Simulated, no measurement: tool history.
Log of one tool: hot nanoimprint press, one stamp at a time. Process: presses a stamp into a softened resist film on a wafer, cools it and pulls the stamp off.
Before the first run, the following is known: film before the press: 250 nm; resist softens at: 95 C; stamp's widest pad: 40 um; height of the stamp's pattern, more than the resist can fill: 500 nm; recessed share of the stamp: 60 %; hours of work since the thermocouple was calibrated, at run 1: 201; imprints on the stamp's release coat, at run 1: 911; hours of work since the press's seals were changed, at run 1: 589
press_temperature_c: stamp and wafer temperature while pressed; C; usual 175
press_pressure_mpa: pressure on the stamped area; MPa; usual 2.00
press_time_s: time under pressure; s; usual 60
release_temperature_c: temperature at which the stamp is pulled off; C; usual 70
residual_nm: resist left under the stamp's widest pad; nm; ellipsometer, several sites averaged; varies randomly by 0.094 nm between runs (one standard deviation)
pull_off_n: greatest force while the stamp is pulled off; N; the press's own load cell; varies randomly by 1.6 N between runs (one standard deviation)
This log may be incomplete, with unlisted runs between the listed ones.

run,hour,press_temperature_c,press_pressure_mpa,press_time_s,release_temperature_c,hours of work since the thermocouple was calibrated,imprints on the stamp's release coat,hours of work since the press's seals were changed,residual_nm,pull_off_n
1,0.0,175,2.00,60,70,201,911,589,117.89,195
2,17.1,175,2.00,119,70,210,942,597,93.85,199
3,39.1,175,2.00,60,70,221,983,608,117.74,197
4,67.1,175,2.00,60,70,235,1034,623,117.74,196
5,87.9,175,2.00,60,70,246,1073,633,117.75,197
6,112.7,175,2.00,60,70,258,1118,646,117.58,201
# hour 123.5: plate thermocouple calibrated
7,135.0,180,2.00,60,70,6,1154,656,97.08,200
8,155.0,180,2.00,60,70,16,1191,666,97.03,200
9,184.4,180,2.00,60,70,31,1245,681,96.96,204
10,200.9,175,1.67,97,69,39,1275,689,112.52,210
# hour 216.5: press's hydraulic seals changed and the load cell set to zero
11,226.4,167,1.67,97,59,48,1308,5,154.74,268
12,242.2,178,1.67,97,59,56,1337,13,98.23,269
13,257.9,178,2.15,81,59,64,1366,21,90.21,268
14,281.3,182,2.75,99,70,76,1409,33,60.91,206

Forecast each of these 4 alternatives for the next run:
A,313.2,182,2.57,99,62,92,1468,49,?,?
B,313.2,177,2.00,60,64,92,1468,49,?,?
C,313.2,182,2.75,75,70,92,1468,49,?,?
D,313.2,182,2.75,48,75,92,1468,49,?,?

run,residual_nm,pull_off_n
A,63.48,254
B,108.52,242
C,67.34,205
D,78.91,177
Without the tool's unlogged condition, the same runs would have read:
run,residual_nm,pull_off_n
A,63.18,219
B,108.16,208
C,67.00,177
D,78.52,153

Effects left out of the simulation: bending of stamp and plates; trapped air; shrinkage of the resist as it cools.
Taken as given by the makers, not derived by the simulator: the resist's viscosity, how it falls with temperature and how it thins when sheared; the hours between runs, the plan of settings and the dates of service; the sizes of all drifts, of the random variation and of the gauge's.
